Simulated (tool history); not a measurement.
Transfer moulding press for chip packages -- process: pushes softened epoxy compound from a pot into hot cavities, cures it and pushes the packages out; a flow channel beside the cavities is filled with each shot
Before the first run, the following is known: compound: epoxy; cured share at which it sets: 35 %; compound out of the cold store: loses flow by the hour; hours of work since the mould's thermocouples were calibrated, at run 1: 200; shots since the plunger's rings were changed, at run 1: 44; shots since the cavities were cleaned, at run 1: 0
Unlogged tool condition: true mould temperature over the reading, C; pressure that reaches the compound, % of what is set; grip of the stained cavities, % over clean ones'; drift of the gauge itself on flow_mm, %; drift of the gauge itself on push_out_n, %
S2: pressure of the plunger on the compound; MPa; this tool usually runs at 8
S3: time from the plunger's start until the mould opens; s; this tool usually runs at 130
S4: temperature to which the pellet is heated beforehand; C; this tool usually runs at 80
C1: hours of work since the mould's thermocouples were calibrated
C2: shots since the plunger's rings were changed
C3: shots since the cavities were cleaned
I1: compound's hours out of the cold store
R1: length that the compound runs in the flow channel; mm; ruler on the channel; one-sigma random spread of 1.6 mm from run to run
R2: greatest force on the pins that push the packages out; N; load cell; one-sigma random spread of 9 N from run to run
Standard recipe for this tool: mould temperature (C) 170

Run 1, hour 0: usual settings; C1 200; C2 44; C3 0; I1 25.2. Result: R1 761 mm, R2 409 N.
Run 2, hour 17.9: usual settings; C1 213; C2 237; C3 193; I1 23.9. Result: R1 760 mm, R2 506 N.
Run 3, hour 38.9: usual settings; C1 228; C2 463; C3 419; I1 43.8. Result: R1 693 mm, R2 597 N.
At hour 53.8: cavities cleaned with cleaning compound and waxed.
Run 4, hour 63.7: usual settings; C1 245; C2 713; C3 106; I1 10. Result: R1 806 mm, R2 759 N.
Run 5, hour 90.9: usual settings; C1 264; C2 1006; C3 399; I1 18.5. Result: R1 770 mm, R2 823 N.
At hour 107.1: cavities cleaned with cleaning compound and waxed.
Run 6, hour 107.2: usual settings; C1 274; C2 1165; C3 2; I1 47.6. Result: R1 679 mm, R2 425 N.
Run 7, hour 125.1: usual settings; C1 287; C2 1358; C3 195; I1 37.5. Result: R1 701 mm, R2 526 N.
At hour 146.1: cavities cleaned with cleaning compound and waxed, once more.
Run 8, hour 153.3: usual settings; C1 306; C2 1645; C3 78; I1 37.3. Result: R1 700 mm, R2 461 N.
Run 9, hour 177.8: usual settings; C1 323; C2 1908; C3 341; I1 9.9. Result: R1 790 mm, R2 594 N.
Run 10, hour 191.3: usual settings; C1 333; C2 2053; C3 486; I1 17.7. Result: R1 757 mm, R2 657 N.
At hour 199.9: cavities cleaned with cleaning compound and waxed.
Run 11, hour 209.5: usual settings but mould temperature (C) 171; C1 345; C2 2233; C3 103; I1 9. Result: R1 784 mm, R2 465 N.
Run 12, hour 228.2: usual settings but S4 77 C; C1 358; C2 2434; C3 304; I1 25.8. Result: R1 727 mm, R2 574 N.
At hour 252.4: cavities cleaned with cleaning compound and waxed.
Run 13, hour 258.3: usual settings but S3 167 s; C1 379; C2 2742; C3 64; I1 23.7. Result: R1 731 mm, R2 419 N.
At hour 267.1: plunger's sealing rings changed.
Run 14, hour 282.3: usual settings but S4 88 C; C1 394; C2 164; C3 295; I1 35.5. Result: R1 723 mm, R2 544 N.
Run 15, hour 299: usual settings but mould temperature (C) 175, S4 88 C; C1 406; C2 344; C3 475; I1 36.8. Result: R1 705 mm, R2 584 N.
At hour 307.3: cavities cleaned with cleaning compound and waxed.
Run 16, hour 317.5: usual settings but mould temperature (C) 175, S4 88 C; C1 418; C2 527; C3 110; I1 40.7. Result: R1 692 mm, R2 431 N.
Run 17, hour 336.8: usual settings but S2 7.06 MPa; C1 431; C2 734; C3 317; I1 25.1. Result: R1 707 mm, R2 573 N.
At hour 360.1: cavities cleaned with cleaning compound and waxed.
Run 18, hour 364.6: usual settings but mould temperature (C) 169, S2 7.06 MPa, S3 119 s, S4 89 C; C1 450; C2 1017; C3 48; I1 40.8. Result: R1 658 mm, R2 488 N.
Run 19, hour 385.3: usual settings but mould temperature (C) 169, S2 7.28 MPa, S3 114 s, S4 89 C; C1 465; C2 1239; C3 270; I1 31.8. Result: R1 692 mm, R2 665 N.
Run 20, hour 408: usual settings but mould temperature (C) 169, S2 8.72 MPa, S3 116 s, S4 82 C; C1 481; C2 1484; C3 515; I1 39.6. Result: R1 732 mm, R2 782 N.
At hour 412: cavities cleaned with cleaning compound and waxed.
Run 21, hour 433: usual settings but mould temperature (C) 169, S2 8.72 MPa, S3 116 s, S4 82 C; C1 498; C2 1737; C3 227; I1 22.4. Result: R1 787 mm, R2 670 N.
Run 22, hour 448.1: usual settings but mould temperature (C) 169, S2 6.65 MPa, S3 117 s, S4 79 C; C1 508; C2 1899; C3 389; I1 24.4. Result: R1 677 mm, R2 734 N.
At hour 464: cavities cleaned with cleaning compound and waxed.
Run 23, hour 474.7: usual settings but mould temperature (C) 169, S2 6.65 MPa, S3 125 s, S4 74 C; C1 526; C2 2169; C3 115; I1 16.8. Result: R1 698 mm, R2 559 N.
Run 24, hour 494.6: usual settings but mould temperature (C) 169, S2 6.65 MPa, S3 125 s, S4 74 C; C1 540; C2 2383; C3 329; I1 18.7. Result: R1 690 mm, R2 647 N.
At hour 516.6: cavities cleaned with cleaning compound and waxed.
Run 25, hour 523.4: usual settings but mould temperature (C) 163; C1 560; C2 2676; C3 72; I1 39.2. Result: R1 706 mm, R2 619 N.
At hour 539.2: plunger's sealing rings changed.
Run 26, hour 550.4: usual settings but mould temperature (C) 169, S2 6.08 MPa, S3 124 s; C1 577; C2 120; C3 336; I1 15.4. Result: R1 694 mm, R2 647 N.
At hour 573: cavities cleaned with cleaning compound and waxed.
Run 27, hour 575: usual settings but S2 9.18 MPa, S3 153 s, S4 88 C; C1 594; C2 369; C3 22; I1 30.8. Result: R1 790 mm, R2 394 N.

Alternative continuations, all from the tool just after run 27; predict every row:
Run A, hour 592.9: usual settings but mould temperature (C) 169, S2 9.18 MPa, S3 153 s, S4 88 C; C1 606; C2 561; C3 214; I1 45. Result: R1 ?, R2 ?.
Run B, hour 592.9: usual settings but mould temperature (C) 174, S2 6.99 MPa, S3 129 s, S4 88 C; C1 606; C2 561; C3 214; I1 35. Result: R1 ?, R2 ?.
Run C, hour 592.9: usual settings but S2 7.73 MPa, S3 169 s, S4 75 C; C1 606; C2 561; C3 214; I1 34. Result: R1 ?, R2 ?.
Run D, hour 592.9: usual settings but S2 7.22 MPa; C1 606; C2 561; C3 214; I1 40.3. Result: R1 ?, R2 ?.

run   R1   R2
  A  741  488
  B  665  509
  C  714  481
  D  669  538
Without the tool's hidden state the same runs would have given:
run   R1   R2
  A  745  362
  B  670  378
  C  718  360
  D  673  390
